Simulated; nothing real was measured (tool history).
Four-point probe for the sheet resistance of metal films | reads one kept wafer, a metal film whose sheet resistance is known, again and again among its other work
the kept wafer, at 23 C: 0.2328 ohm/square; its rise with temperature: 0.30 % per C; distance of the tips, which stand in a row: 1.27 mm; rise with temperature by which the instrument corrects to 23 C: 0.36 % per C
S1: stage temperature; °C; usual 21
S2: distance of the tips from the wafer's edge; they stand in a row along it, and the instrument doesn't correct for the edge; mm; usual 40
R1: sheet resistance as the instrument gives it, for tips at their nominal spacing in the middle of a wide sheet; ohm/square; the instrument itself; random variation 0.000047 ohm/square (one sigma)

run   hour  S1  S2        R1
  1      0  21  40  0.232959
  2   12.8  21  40   0.23282
  3   30.7  25  40  0.232293
  4   52.1  25  40  0.232159
  5   62.6  25  40  0.232207
  6   72.1  25  40  0.232042
  7   86.9  25  40  0.232131
  8   98.5  25  40  0.232075
  9  117.7  22  40  0.232461
 10  132.1  22  40  0.232443
 11  148.8  22  40  0.232466
 12  167.7  22  40  0.232429
 13  187.6  22  40  0.232387
 14  208.9  21  46  0.232404
 15  221.4  21  46  0.232448
 16  238.6  21  14  0.233358
 17  253.4  34  40  0.230509
 18  266.5  34  40  0.230459
 19  278.2  32  52    0.2308
 20  293.5  20  24  0.232667
 21  306.3  20  24  0.232688
 22  317.1  28  47  0.231257
 23  330.5  25  40  0.231666
 24  349.1  25  64  0.231581
 25  367.7  25  64    0.2315
 26  390.1  32  37  0.230523
 27  404.1  32  37  0.230494
 28  420.2  22  12  0.233205
 29  438.7  22  12  0.233219
 30  449.4  21  22   0.23237
 31  470.3  21  22  0.232281
 32  489.3  21  22   0.23227

Hidden state or all else? Some run-to-run changes of R1, split into what the settings, what came in and random variation would give without the hidden state, and what is left for the hidden state (with any gauge scatter that isn't in both results):
The hidden state here: inner tips' distance over the nominal, %; tips' flats over new ones', %; wafer's true temperature over the reading, C; drift of the gauge itself on sheet_ohm, %.
Run 3 -> 4: no setting changed, nothing entered. R1 -0.000134 ohm/square: hidden state -0.00004, all else -0.000094.
Run 16 -> 17: S1 21 -> 34, S2 14 -> 40. R1 -0.002849 ohm/square: hidden state -0.000014, all else -0.002835.
Run 19 -> 20: S1 32 -> 20, S2 52 -> 24. R1 +0.001867 ohm/square: hidden state -0.000037, all else +0.001904.
Run 27 -> 28: S1 32 -> 22, S2 37 -> 12. R1 +0.002711 ohm/square: hidden state -0.000045, all else +0.002756.
Run 30 -> 31: no setting changed, nothing entered. R1 -0.000089 ohm/square: hidden state -0.000042, all else -0.000047.
